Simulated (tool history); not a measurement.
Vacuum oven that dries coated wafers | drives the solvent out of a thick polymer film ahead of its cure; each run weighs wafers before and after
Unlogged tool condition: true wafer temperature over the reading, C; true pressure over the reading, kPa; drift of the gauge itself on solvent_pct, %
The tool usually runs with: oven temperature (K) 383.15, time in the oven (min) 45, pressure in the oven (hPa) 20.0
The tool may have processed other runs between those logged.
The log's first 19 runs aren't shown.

run,hour,oven temperature (K),time in the oven (min),pressure in the oven (hPa),hours of work since the thermocouples were calibrated,hours of work since the vacuum gauge was cleaned of residue,solvent left in the film (%)
20,914.2,374.15,45,16.7,164,931,3.29
21,973.8,374.15,45,16.7,203,971,3.27
22,1002.1,374.15,45,16.7,222,989,3.31
23,1041.6,379.15,62,48.9,248,1016,3.24
24,1103.7,379.15,62,48.9,290,1057,3.24
# hour 1113.4: vacuum gauge cleaned of residue and calibrated
25,1157.0,387.15,23,20.0,324,29,3.44
26,1205.5,384.15,23,11.8,356,61,3.77
27,1243.8,381.15,23,11.8,381,86,4.45
28,1293.4,395.15,79,46.2,414,119,1.54
29,1331.3,378.15,77,39.4,439,144,2.58

Run 30 has not been measured yet. What should we expect?
30,1377.0,378.15,77,39.4,470,175,?

Run 30 gave solvent left in the film (%) 2.54.
On a tool with no hidden condition, and with the same random variation, this run would have come out at solvent left in the film (%) 2.54.
